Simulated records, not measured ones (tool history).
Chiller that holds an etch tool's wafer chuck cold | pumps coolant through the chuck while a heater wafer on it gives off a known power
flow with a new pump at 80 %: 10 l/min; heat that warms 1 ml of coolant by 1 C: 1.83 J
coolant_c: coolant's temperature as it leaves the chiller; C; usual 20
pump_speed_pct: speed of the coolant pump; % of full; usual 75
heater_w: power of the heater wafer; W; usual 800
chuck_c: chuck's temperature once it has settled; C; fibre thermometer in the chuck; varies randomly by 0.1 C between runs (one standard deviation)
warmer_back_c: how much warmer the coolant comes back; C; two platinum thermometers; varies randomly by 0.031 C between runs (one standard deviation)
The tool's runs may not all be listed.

run,day,coolant_c,pump_speed_pct,heater_w,chuck_c,warmer_back_c
1,0,20,75,800,29.9,2.78
2,4.958,19,75,800,29,2.82
3,10.533,19,75,800,29.1,2.87
4,14.242,19,75,800,29,2.89
5,19.046,19,75,800,29,2.86
6,21.942,19,75,800,29,2.87
7,24.867,25,75,800,35.1,2.89
8,28.25,25,75,800,34.9,2.93
9,33.312,25,75,800,34.9,2.92
10,38.65,25,75,800,35,2.91
11,42.55,25,75,800,35.1,2.96
12,45.783,20,78,800,29.6,2.83
13,49.692,28,78,800,37.7,2.77
14,53.417,13,89,959,23.5,2.88
15,58.362,23,84,959,33.9,3.19
16,60.788,23,84,959,33.9,3.13
17,63.838,20,99,1171,31.8,3.28
18,68.062,20,99,1171,32,3.33
# day 68.404: chiller's thermometer calibrated
19,73.012,26,99,596,32,1.78

Below are 3 alternative next runs, each starting from the tool's condition after run 19. Predict each:
A,76.229,20,78,491,?,?
B,76.229,13,99,781,?,?
C,76.229,26,61,549,?,?

run,chuck_c,warmer_back_c
A,26.1,1.9
B,20.8,2.32
C,33.9,2.61
Without the tool's hidden state the same runs would have given:
run,chuck_c,warmer_back_c
A,26.1,1.67
B,20.8,2.09
C,33.9,2.38
